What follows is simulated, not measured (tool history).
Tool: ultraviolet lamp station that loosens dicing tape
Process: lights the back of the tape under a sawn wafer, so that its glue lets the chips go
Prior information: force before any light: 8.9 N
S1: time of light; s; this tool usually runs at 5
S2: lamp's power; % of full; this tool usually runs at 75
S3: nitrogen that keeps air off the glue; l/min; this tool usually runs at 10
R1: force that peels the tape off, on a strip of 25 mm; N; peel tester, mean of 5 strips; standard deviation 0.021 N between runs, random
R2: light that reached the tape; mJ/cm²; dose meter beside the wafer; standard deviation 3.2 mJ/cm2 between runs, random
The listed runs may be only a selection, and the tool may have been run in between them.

{"run": 1, "hour": 0.0, "S1": 5, "S2": 75, "S3": 10, "R1": 1.005, "R2": 496}
{"run": 2, "hour": 17.0, "S1": 5, "S2": 75, "S3": 9, "R1": 1.083, "R2": 491}
{"run": 3, "hour": 32.3, "S1": 5, "S2": 75, "S3": 9, "R1": 1.075, "R2": 499}
{"run": 4, "hour": 42.0, "S1": 5, "S2": 75, "S3": 6, "R1": 1.385, "R2": 496}
{"run": 5, "hour": 63.2, "S1": 5, "S2": 75, "S3": 6, "R1": 1.407, "R2": 496}
{"run": 6, "hour": 79.4, "S1": 5, "S2": 75, "S3": 10, "R1": 1.068, "R2": 493}
{"run": 7, "hour": 100.7, "S1": 5, "S2": 75, "S3": 15, "R1": 0.856, "R2": 492}
{"run": 8, "hour": 122.0, "S1": 9, "S2": 75, "S3": 15, "R1": 0.211, "R2": 883}
{"run": 9, "hour": 136.9, "S1": 5, "S2": 75, "S3": 10, "R1": 1.064, "R2": 490}
{"run": 10, "hour": 151.5, "S1": 3, "S2": 75, "S3": 10, "R1": 2.419, "R2": 292}
{"run": 11, "hour": 170.2, "S1": 5, "S2": 95, "S3": 10, "R1": 0.634, "R2": 625}
{"run": 12, "hour": 188.5, "S1": 5, "S2": 95, "S3": 10, "R1": 0.627, "R2": 625}
{"run": 13, "hour": 202.0, "S1": 5, "S2": 95, "S3": 10, "R1": 0.615, "R2": 624}
{"run": 14, "hour": 213.0, "S1": 5, "S2": 75, "S3": 10, "R1": 1.055, "R2": 491}
{"run": 15, "hour": 224.0, "S1": 5, "S2": 75, "S3": 10, "R1": 1.062, "R2": 489}
{"run": 16, "hour": 239.0, "S1": 5, "S2": 69, "S3": 10, "R1": 1.242, "R2": 452}
{"run": 17, "hour": 256.9, "S1": 5, "S2": 77, "S3": 10, "R1": 0.98, "R2": 506}
{"run": 18, "hour": 276.8, "S1": 5, "S2": 82, "S3": 10, "R1": 0.893, "R2": 543}
{"run": 19, "hour": 289.2, "S1": 5, "S2": 82, "S3": 10, "R1": 0.837, "R2": 533}
{"run": 20, "hour": 307.4, "S1": 5, "S2": 82, "S3": 10, "R1": 0.882, "R2": 539}
{"run": 21, "hour": 326.0, "S1": 5, "S2": 82, "S3": 10, "R1": 0.884, "R2": 538}
{"run": 22, "hour": 341.1, "S1": 5, "S2": 82, "S3": 10, "R1": 0.846, "R2": 536}
{"run": 23, "hour": 352.3, "S1": 3, "S2": 75, "S3": 15, "R1": 2.035, "R2": 298}
{"run": 24, "hour": 364.7, "S1": 2, "S2": 75, "S3": 12, "R1": 3.571, "R2": 196}
{"run": 25, "hour": 382.2, "S1": 7, "S2": 65, "S3": 12, "R1": 0.612, "R2": 598}
{"run": 26, "hour": 394.1, "S1": 4, "S2": 61, "S3": 11, "R1": 2.019, "R2": 325}
{"run": 27, "hour": 411.8, "S1": 5, "S2": 75, "S3": 3, "R1": 2.05, "R2": 488}
{"run": 28, "hour": 429.3, "S1": 7, "S2": 68, "S3": 4, "R1": 1.166, "R2": 622}
{"hour": 439.7, "done": "window cleaned of glue's vapour"}
{"run": 29, "hour": 450.3, "S1": 3, "S2": 61, "S3": 4, "R1": 4.002, "R2": 244}
{"run": 30, "hour": 459.7, "S1": 6, "S2": 79, "S3": 10, "R1": 0.614, "R2": 619}
{"run": 31, "hour": 470.7, "S1": 2, "S2": 75, "S3": 6, "R1": 4.299, "R2": 197}
{"run": 32, "hour": 486.0, "S1": 2, "S2": 75, "S3": 6, "R1": 4.114, "R2": 197}
{"run": 33, "hour": 502.4, "S1": 2, "S2": 72, "S3": 13, "R1": 3.62, "R2": 192}
{"run": 34, "hour": 518.2, "S1": 2, "S2": 63, "S3": 10, "R1": 4.05, "R2": 167}
{"run": 35, "hour": 528.0, "S1": 5, "S2": 75, "S3": 10, "R1": 1.068, "R2": 496}
{"run": 36, "hour": 548.3, "S1": 5, "S2": 75, "S3": 10, "R1": 1.054, "R2": 493}
{"run": 37, "hour": 569.7, "S1": 5, "S2": 75, "S3": 10, "R1": 1.046, "R2": 495}
{"run": 38, "hour": 580.2, "S1": 5, "S2": 75, "S3": 10, "R1": 1.049, "R2": 491}
{"run": 39, "hour": 594.0, "S1": 5, "S2": 75, "S3": 5, "R1": 1.541, "R2": 494}
{"run": 40, "hour": 608.9, "S1": 7, "S2": 88, "S3": 16, "R1": 0.254, "R2": 807}
{"run": 41, "hour": 627.9, "S1": 2, "S2": 69, "S3": 10, "R1": 4.191, "R2": 180}
{"run": 42, "hour": 647.0, "S1": 3, "S2": 86, "S3": 16, "R1": 1.644, "R2": 338}
{"run": 43, "hour": 662.0, "S1": 3, "S2": 86, "S3": 16, "R1": 1.593, "R2": 337}
{"run": 44, "hour": 672.8, "S1": 3, "S2": 75, "S3": 10, "R1": 2.314, "R2": 301}

Predict each of these 3 candidate next runs independently; none follows another, all start after run 44:
{"run": "A", "hour": 683.1, "S1": 3, "S2": 80, "S3": 3, "R1": "?", "R2": "?"}
{"run": "B", "hour": 683.1, "S1": 4, "S2": 65, "S3": 10, "R1": "?", "R2": "?"}
{"run": "C", "hour": 683.1, "S1": 5, "S2": 66, "S3": 10, "R1": "?", "R2": "?"}

run=A R1=3.521 R2=310
run=B R1=1.969 R2=341
run=C R1=1.369 R2=428
Take away the tool's hidden state, keep each run's random variation, and the runs would have read:
run=A R1=3.509 R2=312
run=B R1=1.958 R2=342
run=C R1=1.359 R2=430
